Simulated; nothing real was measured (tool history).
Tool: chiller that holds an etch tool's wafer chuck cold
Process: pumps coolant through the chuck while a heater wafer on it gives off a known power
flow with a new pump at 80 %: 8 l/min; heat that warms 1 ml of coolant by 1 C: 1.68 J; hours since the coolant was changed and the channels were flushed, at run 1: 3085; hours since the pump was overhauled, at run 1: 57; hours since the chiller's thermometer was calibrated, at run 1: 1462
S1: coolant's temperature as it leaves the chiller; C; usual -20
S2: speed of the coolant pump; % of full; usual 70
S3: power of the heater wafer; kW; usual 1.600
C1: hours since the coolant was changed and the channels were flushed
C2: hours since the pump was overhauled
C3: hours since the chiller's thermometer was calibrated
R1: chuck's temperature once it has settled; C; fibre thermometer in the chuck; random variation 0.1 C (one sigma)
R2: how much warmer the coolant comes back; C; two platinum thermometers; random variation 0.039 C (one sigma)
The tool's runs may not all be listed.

run 1 hour=0.0 | S1=-20 S2=70 S3=1.600 | C1=3085 C2=57 C3=1462 | R1=-3.9 R2=8.09
run 2 hour=16.1 | S1=-20 S2=70 S3=1.600 | C1=3102 C2=73 C3=1478 | R1=-3.8 R2=8.17
run 3 hour=35.1 | S1=-20 S2=70 S3=1.600 | C1=3121 C2=92 C3=1497 | R1=-3.7 R2=8.13
run 4 hour=66.1 | S1=-20 S2=70 S3=1.600 | C1=3152 C2=123 C3=1528 | R1=-3.9 R2=8.10
run 5 hour=83.1 | S1=-20 S2=70 S3=1.600 | C1=3169 C2=140 C3=1545 | R1=-3.6 R2=8.16
run 6 hour=114.1 | S1=-20 S2=67 S3=1.600 | C1=3200 C2=171 C3=1576 | R1=-3.3 R2=8.50
run 7 hour=143.4 | S1=-20 S2=67 S3=1.600 | C1=3229 C2=201 C3=1605 | R1=-3.1 R2=8.55
run 8 hour=175.2 | S1=-20 S2=70 S3=1.600 | C1=3261 C2=232 C3=1637 | R1=-3.6 R2=8.14

The next listed run, before its measurement:
run 9 hour=196.3 | S1=-20 S2=86 S3=1.737 | C1=3282 C2=253 C3=1658 | R1=? R2=?

{"run 9": {"R1": -5.0, "R2": 7.26}}
Without the tool's hidden state the same run would have given R1 -6.1 C, R2 7.24 C.
